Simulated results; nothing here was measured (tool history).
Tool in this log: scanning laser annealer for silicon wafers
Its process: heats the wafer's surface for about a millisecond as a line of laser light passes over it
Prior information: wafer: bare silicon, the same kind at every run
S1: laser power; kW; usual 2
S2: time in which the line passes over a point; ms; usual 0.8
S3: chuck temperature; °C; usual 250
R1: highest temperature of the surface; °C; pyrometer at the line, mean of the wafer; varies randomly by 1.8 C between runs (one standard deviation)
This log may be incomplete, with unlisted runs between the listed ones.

run 1 hour=0 | S1=2 S2=0.8 S3=250 | R1=1022
run 2 hour=35 | S1=2 S2=0.8 S3=250 | R1=1020
run 3 hour=72.7 | S1=2 S2=0.8 S3=250 | R1=1024
run 4 hour=94.4 | S1=2 S2=0.8 S3=250 | R1=1021
run 5 hour=127.3 | S1=2 S2=0.8 S3=250 | R1=1018
run 6 hour=165.2 | S1=2 S2=0.8 S3=250 | R1=1017
run 7 hour=200.1 | S1=2 S2=0.8 S3=250 | R1=1011
run 8 hour=218.1 | S1=2 S2=0.8 S3=250 | R1=1015
run 9 hour=243.7 | S1=2 S2=0.8 S3=250 | R1=1010
run 10 hour=278.4 | S1=2 S2=0.8 S3=250 | R1=1010
run 11 hour=304.5 | S1=2 S2=0.8 S3=250 | R1=1010
run 12 hour=333 | S1=2 S2=0.8 S3=250 | R1=1013
run 13 hour=369.4 | S1=2 S2=0.8 S3=250 | R1=1006
run 14 hour=404.4 | S1=2 S2=0.8 S3=250 | R1=1009
run 15 hour=440.6 | S1=2 S2=0.8 S3=250 | R1=1005
run 16 hour=463.4 | S1=2 S2=0.8 S3=250 | R1=1006
run 17 hour=504.3 | S1=2 S2=0.8 S3=250 | R1=1007
run 18 hour=523.1 | S1=2 S2=0.8 S3=231 | R1=985
run 19 hour=541.6 | S1=2 S2=0.8 S3=267 | R1=1022
run 20 hour=562.7 | S1=2.115 S2=0.8 S3=267 | R1=1070

Expected results for the next run?
run 21 hour=596.7 | S1=1.917 S2=0.883 S3=257 | R1=?

R1: 1003 °C
Take away the tool's hidden state, keep the run-to-run variation as it was, and the same run would have given R1 1029 °C.
